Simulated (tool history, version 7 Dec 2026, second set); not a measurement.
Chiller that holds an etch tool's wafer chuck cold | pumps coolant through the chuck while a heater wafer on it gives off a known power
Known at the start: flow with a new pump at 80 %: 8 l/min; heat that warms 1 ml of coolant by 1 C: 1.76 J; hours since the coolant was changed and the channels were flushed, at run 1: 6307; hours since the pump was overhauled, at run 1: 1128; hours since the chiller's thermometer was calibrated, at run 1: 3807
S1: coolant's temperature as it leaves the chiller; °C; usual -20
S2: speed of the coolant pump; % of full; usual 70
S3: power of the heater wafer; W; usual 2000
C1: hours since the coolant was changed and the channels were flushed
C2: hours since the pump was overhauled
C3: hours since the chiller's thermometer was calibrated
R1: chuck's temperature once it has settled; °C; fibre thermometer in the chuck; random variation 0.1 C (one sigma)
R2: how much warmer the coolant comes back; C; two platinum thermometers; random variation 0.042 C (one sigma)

{"run": 1, "hour": 0.0, "S1": -20, "S2": 70, "S3": 2000, "C1": 6307, "C2": 1128, "C3": 3807, "R1": 0.0, "R2": 9.93}
{"run": 2, "hour": 54.7, "S1": -20, "S2": 62, "S3": 2000, "C1": 6362, "C2": 1183, "C3": 3862, "R1": 1.7, "R2": 11.27}
{"run": 3, "hour": 90.0, "S1": -20, "S2": 62, "S3": 2000, "C1": 6397, "C2": 1218, "C3": 3897, "R1": 1.7, "R2": 11.09}
{"run": 4, "hour": 153.9, "S1": -20, "S2": 62, "S3": 2000, "C1": 6461, "C2": 1282, "C3": 3961, "R1": 1.8, "R2": 11.19}
{"run": 5, "hour": 191.3, "S1": -20, "S2": 70, "S3": 2000, "C1": 6498, "C2": 1320, "C3": 3998, "R1": 0.3, "R2": 9.91}
{"run": 6, "hour": 222.8, "S1": -20, "S2": 70, "S3": 2000, "C1": 6530, "C2": 1351, "C3": 4030, "R1": 0.4, "R2": 9.96}
{"run": 7, "hour": 265.6, "S1": -20, "S2": 70, "S3": 2000, "C1": 6572, "C2": 1394, "C3": 4072, "R1": 0.3, "R2": 9.9}
{"run": 8, "hour": 320.2, "S1": -20, "S2": 70, "S3": 2000, "C1": 6627, "C2": 1449, "C3": 4127, "R1": 0.4, "R2": 9.97}
{"run": 9, "hour": 365.6, "S1": -20, "S2": 70, "S3": 2000, "C1": 6672, "C2": 1494, "C3": 4172, "R1": 0.1, "R2": 9.92}
{"run": 10, "hour": 431.4, "S1": -20, "S2": 70, "S3": 2000, "C1": 6738, "C2": 1560, "C3": 4238, "R1": 0.6, "R2": 9.94}
{"run": 11, "hour": 494.5, "S1": -20, "S2": 70, "S3": 2000, "C1": 6801, "C2": 1623, "C3": 4301, "R1": 0.3, "R2": 9.89}
{"run": 12, "hour": 534.2, "S1": -29, "S2": 70, "S3": 2000, "C1": 6841, "C2": 1663, "C3": 4341, "R1": -8.6, "R2": 9.98}
{"run": 13, "hour": 579.7, "S1": -29, "S2": 70, "S3": 2000, "C1": 6887, "C2": 1708, "C3": 4387, "R1": -8.6, "R2": 10.0}
{"run": 14, "hour": 622.6, "S1": -21, "S2": 70, "S3": 2000, "C1": 6929, "C2": 1751, "C3": 4429, "R1": -0.6, "R2": 9.95}
{"run": 15, "hour": 655.1, "S1": -21, "S2": 70, "S3": 2000, "C1": 6962, "C2": 1783, "C3": 4462, "R1": -0.4, "R2": 9.98}
{"run": 16, "hour": 705.6, "S1": -20, "S2": 67, "S3": 2000, "C1": 7012, "C2": 1834, "C3": 4512, "R1": 0.9, "R2": 10.42}
{"hour": 712.5, "done": "chiller's thermometer calibrated"}
{"run": 17, "hour": 752.5, "S1": -20, "S2": 70, "S3": 1197, "C1": 7058, "C2": 1880, "C3": 40, "R1": -7.3, "R2": 5.92}
{"run": 18, "hour": 785.3, "S1": -20, "S2": 100, "S3": 2062, "C1": 7091, "C2": 1913, "C3": 73, "R1": -2.2, "R2": 7.16}
{"run": 19, "hour": 850.9, "S1": -20, "S2": 87, "S3": 1026, "C1": 7157, "C2": 1978, "C3": 138, "R1": -9.9, "R2": 4.11}
{"run": 20, "hour": 912.8, "S1": -20, "S2": 87, "S3": 1026, "C1": 7219, "C2": 2040, "C3": 200, "R1": -10.2, "R2": 4.17}
{"run": 21, "hour": 976.3, "S1": -25, "S2": 84, "S3": 2395, "C1": 7282, "C2": 2104, "C3": 264, "R1": -2.4, "R2": 10.02}
{"run": 22, "hour": 1039.4, "S1": -25, "S2": 84, "S3": 2395, "C1": 7345, "C2": 2167, "C3": 327, "R1": -2.4, "R2": 9.94}
{"hour": 1074.6, "done": "chiller's thermometer calibrated, once more"}
{"run": 23, "hour": 1091.0, "S1": -25, "S2": 84, "S3": 2395, "C1": 7396, "C2": 2217, "C3": 16, "R1": -3.3, "R2": 9.96}
{"run": 24, "hour": 1156.2, "S1": -25, "S2": 84, "S3": 2395, "C1": 7461, "C2": 2283, "C3": 82, "R1": -3.1, "R2": 10.02}
{"run": 25, "hour": 1190.2, "S1": -25, "S2": 84, "S3": 2395, "C1": 7495, "C2": 2317, "C3": 116, "R1": -3.1, "R2": 9.9}
{"run": 26, "hour": 1247.9, "S1": -25, "S2": 84, "S3": 2395, "C1": 7553, "C2": 2374, "C3": 173, "R1": -3.1, "R2": 10.03}
{"run": 27, "hour": 1280.1, "S1": -20, "S2": 70, "S3": 1146, "C1": 7585, "C2": 2406, "C3": 205, "R1": -8.4, "R2": 5.81}
{"run": 28, "hour": 1307.1, "S1": -20, "S2": 70, "S3": 1146, "C1": 7612, "C2": 2433, "C3": 232, "R1": -8.2, "R2": 5.85}
{"hour": 1361.7, "done": "coolant changed, channels flushed"}
{"run": 29, "hour": 1373.9, "S1": -24, "S2": 81, "S3": 1146, "C1": 12, "C2": 2494, "C3": 293, "R1": -14.7, "R2": 5.03}
{"run": 30, "hour": 1418.4, "S1": -24, "S2": 81, "S3": 1146, "C1": 57, "C2": 2539, "C3": 338, "R1": -14.5, "R2": 4.98}
{"run": 31, "hour": 1464.9, "S1": -20, "S2": 62, "S3": 1753, "C1": 103, "C2": 2585, "C3": 384, "R1": -2.8, "R2": 10.0}
{"run": 32, "hour": 1515.2, "S1": -19, "S2": 61, "S3": 1085, "C1": 153, "C2": 2635, "C3": 435, "R1": -8.1, "R2": 6.29}
{"run": 33, "hour": 1554.6, "S1": -28, "S2": 62, "S3": 2153, "C1": 193, "C2": 2675, "C3": 474, "R1": -7.0, "R2": 12.39}

3 ways to go on from here, each from the tool as it stands after run 33. What would each give?
{"run": "A", "hour": 1604.3, "S1": -30, "S2": 70, "S3": 1583, "C1": 243, "C2": 2725, "C3": 524, "R1": "?", "R2": "?"}
{"run": "B", "hour": 1604.3, "S1": -20, "S2": 85, "S3": 2000, "C1": 243, "C2": 2725, "C3": 524, "R1": "?", "R2": "?"}
{"run": "C", "hour": 1604.3, "S1": -20, "S2": 84, "S3": 2074, "C1": 243, "C2": 2725, "C3": 524, "R1": "?", "R2": "?"}

run=A R1=-15.4 R2=7.98
run=B R1=-3.8 R2=8.34
run=C R1=-3.0 R2=8.69
Without the tool's hidden state the same runs would have given:
run=A R1=-15.9 R2=7.67
run=B R1=-4.3 R2=8.02
run=C R1=-3.5 R2=8.36
